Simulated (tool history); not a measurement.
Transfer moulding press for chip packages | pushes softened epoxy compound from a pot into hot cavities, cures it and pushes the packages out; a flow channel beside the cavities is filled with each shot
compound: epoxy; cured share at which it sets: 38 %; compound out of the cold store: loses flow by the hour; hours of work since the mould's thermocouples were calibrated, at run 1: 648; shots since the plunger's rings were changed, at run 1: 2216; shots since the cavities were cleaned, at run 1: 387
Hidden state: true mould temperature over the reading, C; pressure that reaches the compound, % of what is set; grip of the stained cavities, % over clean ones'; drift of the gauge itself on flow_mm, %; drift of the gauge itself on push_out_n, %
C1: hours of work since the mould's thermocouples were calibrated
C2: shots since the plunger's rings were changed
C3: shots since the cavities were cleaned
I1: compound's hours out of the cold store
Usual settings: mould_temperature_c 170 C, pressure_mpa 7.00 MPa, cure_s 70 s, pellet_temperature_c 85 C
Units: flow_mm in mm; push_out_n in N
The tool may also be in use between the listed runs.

{"run": 1, "hour": 0.0, "mould_temperature_c": 170, "pressure_mpa": 7.0, "cure_s": 70, "pellet_temperature_c": 85, "C1": 648, "C2": 2216, "C3": 387, "I1": 23.4, "flow_mm": 495.5, "push_out_n": 269}
{"hour": 25.7, "done": "cavities cleaned with cleaning compound and waxed"}
{"hour": 39.1, "done": "plunger's sealing rings changed"}
{"run": 2, "hour": 53.2, "mould_temperature_c": 170, "pressure_mpa": 7.0, "cure_s": 70, "pellet_temperature_c": 85, "C1": 670, "C2": 138, "C3": 246, "I1": 14.7, "flow_mm": 520.5, "push_out_n": 235}
{"hour": 92.3, "done": "cavities cleaned with cleaning compound and waxed"}
{"run": 3, "hour": 111.4, "mould_temperature_c": 170, "pressure_mpa": 7.0, "cure_s": 70, "pellet_temperature_c": 85, "C1": 695, "C2": 697, "C3": 188, "I1": 31.0, "flow_mm": 495.4, "push_out_n": 245}
{"run": 4, "hour": 151.3, "mould_temperature_c": 170, "pressure_mpa": 7.0, "cure_s": 70, "pellet_temperature_c": 85, "C1": 712, "C2": 1090, "C3": 581, "I1": 37.4, "flow_mm": 483.6, "push_out_n": 281}
{"hour": 155.8, "done": "cavities cleaned with cleaning compound and waxed"}
{"hour": 164.5, "done": "mould's thermocouples calibrated"}
{"run": 5, "hour": 212.5, "mould_temperature_c": 170, "pressure_mpa": 6.03, "cure_s": 70, "pellet_temperature_c": 85, "C1": 21, "C2": 1659, "C3": 539, "I1": 8.3, "flow_mm": 483.2, "push_out_n": 299}
{"hour": 224.7, "done": "cavities cleaned with cleaning compound and waxed"}
{"run": 6, "hour": 254.6, "mould_temperature_c": 170, "pressure_mpa": 7.0, "cure_s": 70, "pellet_temperature_c": 85, "C1": 39, "C2": 2059, "C3": 295, "I1": 19.1, "flow_mm": 503.6, "push_out_n": 269}
{"hour": 288.3, "done": "cavities cleaned with cleaning compound and waxed"}
{"run": 7, "hour": 288.3, "mould_temperature_c": 170, "pressure_mpa": 7.0, "cure_s": 70, "pellet_temperature_c": 85, "C1": 53, "C2": 2375, "C3": 0, "I1": 28.4, "flow_mm": 488.3, "push_out_n": 213}
{"hour": 305.8, "done": "plunger's sealing rings changed"}
{"run": 8, "hour": 334.0, "mould_temperature_c": 177, "pressure_mpa": 7.0, "cure_s": 70, "pellet_temperature_c": 85, "C1": 72, "C2": 277, "C3": 426, "I1": 14.5, "flow_mm": 509.6, "push_out_n": 274}
{"hour": 355.5, "done": "cavities cleaned with cleaning compound and waxed"}
{"run": 9, "hour": 378.3, "mould_temperature_c": 170, "pressure_mpa": 7.0, "cure_s": 70, "pellet_temperature_c": 77, "C1": 91, "C2": 699, "C3": 224, "I1": 34.8, "flow_mm": 493.7, "push_out_n": 255}
{"run": 10, "hour": 404.8, "mould_temperature_c": 170, "pressure_mpa": 7.0, "cure_s": 70, "pellet_temperature_c": 77, "C1": 102, "C2": 960, "C3": 485, "I1": 14.8, "flow_mm": 518.4, "push_out_n": 290}
{"hour": 421.8, "done": "cavities cleaned with cleaning compound and waxed"}
{"run": 11, "hour": 433.2, "mould_temperature_c": 170, "pressure_mpa": 7.0, "cure_s": 70, "pellet_temperature_c": 77, "C1": 114, "C2": 1225, "C3": 113, "I1": 39.9, "flow_mm": 481.0, "push_out_n": 227}
{"run": 12, "hour": 477.4, "mould_temperature_c": 170, "pressure_mpa": 7.0, "cure_s": 70, "pellet_temperature_c": 77, "C1": 133, "C2": 1661, "C3": 549, "I1": 18.7, "flow_mm": 507.5, "push_out_n": 309}
{"hour": 485.5, "done": "cavities cleaned with cleaning compound and waxed"}
{"run": 13, "hour": 532.6, "mould_temperature_c": 170, "pressure_mpa": 5.8, "cure_s": 88, "pellet_temperature_c": 78, "C1": 157, "C2": 2190, "C3": 465, "I1": 47.5, "flow_mm": 423.3, "push_out_n": 263}
{"hour": 551.9, "done": "cavities cleaned with cleaning compound and waxed"}
{"hour": 571.7, "done": "plunger's sealing rings changed"}
{"run": 14, "hour": 580.5, "mould_temperature_c": 174, "pressure_mpa": 7.0, "cure_s": 106, "pellet_temperature_c": 84, "C1": 176, "C2": 87, "C3": 257, "I1": 14.2, "flow_mm": 515.6, "push_out_n": 232}
{"hour": 618.4, "done": "cavities cleaned with cleaning compound and waxed"}
{"run": 15, "hour": 618.4, "mould_temperature_c": 170, "pressure_mpa": 7.0, "cure_s": 70, "pellet_temperature_c": 80, "C1": 192, "C2": 446, "C3": 0, "I1": 10.3, "flow_mm": 527.1, "push_out_n": 200}
{"run": 16, "hour": 666.0, "mould_temperature_c": 170, "pressure_mpa": 7.0, "cure_s": 70, "pellet_temperature_c": 80, "C1": 213, "C2": 915, "C3": 469, "I1": 21.0, "flow_mm": 511.4, "push_out_n": 290}
{"hour": 683.8, "done": "cavities cleaned with cleaning compound and waxed"}
{"run": 17, "hour": 691.5, "mould_temperature_c": 170, "pressure_mpa": 8.51, "cure_s": 70, "pellet_temperature_c": 83, "C1": 224, "C2": 1151, "C3": 76, "I1": 45.5, "flow_mm": 523.4, "push_out_n": 223}

The next listed run, before its measurement:
{"run": 18, "hour": 741.9, "mould_temperature_c": 170, "pressure_mpa": 8.51, "cure_s": 70, "pellet_temperature_c": 83, "C1": 246, "C2": 1647, "C3": 572, "I1": 34.6, "flow_mm": "?", "push_out_n": "?"}

Run 18 gave flow_mm 536.4 mm, push_out_n 302 N.
Without the tool's hidden state the same run would have given flow_mm 548.4 mm, push_out_n 205 N.

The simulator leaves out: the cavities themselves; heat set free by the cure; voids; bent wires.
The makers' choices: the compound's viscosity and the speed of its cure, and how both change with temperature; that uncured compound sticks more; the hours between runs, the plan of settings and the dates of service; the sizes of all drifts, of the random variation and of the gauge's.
